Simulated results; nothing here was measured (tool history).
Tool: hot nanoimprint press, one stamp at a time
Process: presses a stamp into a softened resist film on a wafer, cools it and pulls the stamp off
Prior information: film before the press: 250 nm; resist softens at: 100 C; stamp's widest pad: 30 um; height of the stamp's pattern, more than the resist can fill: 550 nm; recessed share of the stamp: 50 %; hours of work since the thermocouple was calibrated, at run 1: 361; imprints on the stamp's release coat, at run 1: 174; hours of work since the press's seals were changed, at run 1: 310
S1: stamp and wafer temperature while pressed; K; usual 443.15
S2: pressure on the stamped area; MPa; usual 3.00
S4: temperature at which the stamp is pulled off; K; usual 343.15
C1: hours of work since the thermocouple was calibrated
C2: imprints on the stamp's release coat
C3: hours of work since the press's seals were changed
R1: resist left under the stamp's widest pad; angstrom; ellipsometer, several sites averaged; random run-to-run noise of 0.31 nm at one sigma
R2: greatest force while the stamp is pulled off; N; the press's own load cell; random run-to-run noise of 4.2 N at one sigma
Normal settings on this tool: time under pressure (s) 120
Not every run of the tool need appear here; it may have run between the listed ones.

run 1 hour=0.0 | S1=443.15 S2=3.00 time_under_pressure_(s)=120 S4=343.15 | C1=361 C2=174 C3=310 | R1=1432 R2=199
run 2 hour=18.5 | S1=443.15 S2=3.00 time_under_pressure_(s)=120 S4=343.15 | C1=374 C2=213 C3=322 | R1=1427 R2=202
run 3 hour=45.0 | S1=443.15 S2=3.00 time_under_pressure_(s)=120 S4=343.15 | C1=391 C2=270 C3=340 | R1=1434 R2=201
run 4 hour=61.6 | S1=448.15 S2=3.00 time_under_pressure_(s)=120 S4=343.15 | C1=403 C2=305 C3=351 | R1=1159 R2=197
run 5 hour=85.0 | S1=443.15 S2=2.75 time_under_pressure_(s)=120 S4=343.15 | C1=418 C2=355 C3=367 | R1=1475 R2=201
run 6 hour=107.1 | S1=443.15 S2=2.75 time_under_pressure_(s)=120 S4=343.15 | C1=433 C2=403 C3=382 | R1=1473 R2=195
run 7 hour=130.2 | S1=443.15 S2=3.27 time_under_pressure_(s)=120 S4=343.15 | C1=449 C2=452 C3=397 | R1=1388 R2=203
run 8 hour=145.5 | S1=443.15 S2=3.27 time_under_pressure_(s)=120 S4=343.15 | C1=459 C2=485 C3=408 | R1=1390 R2=198
run 9 hour=157.8 | S1=443.15 S2=3.00 time_under_pressure_(s)=120 S4=347.15 | C1=467 C2=511 C3=416 | R1=1424 R2=172
-- hour=171.2 plate thermocouple calibrated
run 10 hour=174.4 | S1=443.15 S2=3.00 time_under_pressure_(s)=120 S4=347.15 | C1=2 C2=540 C3=425 | R1=1430 R2=180
run 11 hour=195.2 | S1=443.15 S2=3.00 time_under_pressure_(s)=120 S4=347.15 | C1=16 C2=585 C3=439 | R1=1433 R2=186
run 12 hour=211.1 | S1=443.15 S2=3.00 time_under_pressure_(s)=120 S4=347.15 | C1=27 C2=619 C3=450 | R1=1428 R2=182
run 13 hour=235.3 | S1=443.15 S2=3.00 time_under_pressure_(s)=120 S4=347.15 | C1=43 C2=670 C3=466 | R1=1428 R2=173
run 14 hour=259.4 | S1=443.15 S2=3.00 time_under_pressure_(s)=120 S4=343.15 | C1=59 C2=722 C3=482 | R1=1427 R2=194
run 15 hour=278.7 | S1=443.15 S2=3.00 time_under_pressure_(s)=120 S4=343.15 | C1=72 C2=763 C3=495 | R1=1430 R2=205
run 16 hour=296.4 | S1=444.15 S2=4.14 time_under_pressure_(s)=118 S4=338.15 | C1=84 C2=801 C3=507 | R1=1226 R2=232
-- hour=307.8 press's hydraulic seals changed and the load cell set to zero
run 17 hour=327.0 | S1=447.15 S2=3.00 time_under_pressure_(s)=169 S4=343.15 | C1=99 C2=850 C3=13 | R1=1059 R2=202
run 18 hour=344.3 | S1=447.15 S2=3.00 time_under_pressure_(s)=169 S4=343.15 | C1=111 C2=887 C3=24 | R1=1055 R2=206
run 19 hour=368.6 | S1=453.15 S2=3.00 time_under_pressure_(s)=120 S4=343.15 | C1=127 C2=938 C3=41 | R1=928 R2=203
run 20 hour=387.8 | S1=453.15 S2=3.00 time_under_pressure_(s)=120 S4=343.15 | C1=140 C2=980 C3=54 | R1=928 R2=207
run 21 hour=403.4 | S1=444.15 S2=2.25 time_under_pressure_(s)=120 S4=343.15 | C1=150 C2=1013 C3=64 | R1=1515 R2=205
run 22 hour=420.1 | S1=454.15 S2=3.63 time_under_pressure_(s)=216 S4=331.15 | C1=162 C2=1049 C3=75 | R1=623 R2=267
run 23 hour=437.1 | S1=435.15 S2=2.09 time_under_pressure_(s)=120 S4=343.15 | C1=173 C2=1085 C3=87 | R1=2038 R2=206
run 24 hour=454.9 | S1=433.15 S2=3.00 time_under_pressure_(s)=120 S4=329.15 | C1=185 C2=1123 C3=99 | R1=2006 R2=290
run 25 hour=481.0 | S1=433.15 S2=3.00 time_under_pressure_(s)=120 S4=329.15 | C1=203 C2=1179 C3=116 | R1=2016 R2=286
run 26 hour=498.2 | S1=438.15 S2=2.34 time_under_pressure_(s)=71 S4=347.15 | C1=214 C2=1216 C3=128 | R1=2034 R2=184
run 27 hour=519.2 | S1=443.15 S2=2.47 time_under_pressure_(s)=120 S4=338.15 | C1=228 C2=1261 C3=142 | R1=1524 R2=231
run 28 hour=538.8 | S1=443.15 S2=2.47 time_under_pressure_(s)=120 S4=338.15 | C1=241 C2=1302 C3=155 | R1=1527 R2=232
run 29 hour=562.8 | S1=453.15 S2=2.47 time_under_pressure_(s)=111 S4=338.15 | C1=257 C2=1354 C3=171 | R1=1040 R2=234

Across each entry between runs, compare the hidden state at the last listed run before it with the hidden state at the first listed run after it:
Logged between run 9 and run 10: plate thermocouple calibrated (hour 171.2)
  true temperature over the reading, C: -0.01 -> 0
Logged between run 16 and run 17: press's hydraulic seals changed and the load cell set to zero (hour 307.8)
  pressure that arrives at the usual setting, %: 99.98 -> 100

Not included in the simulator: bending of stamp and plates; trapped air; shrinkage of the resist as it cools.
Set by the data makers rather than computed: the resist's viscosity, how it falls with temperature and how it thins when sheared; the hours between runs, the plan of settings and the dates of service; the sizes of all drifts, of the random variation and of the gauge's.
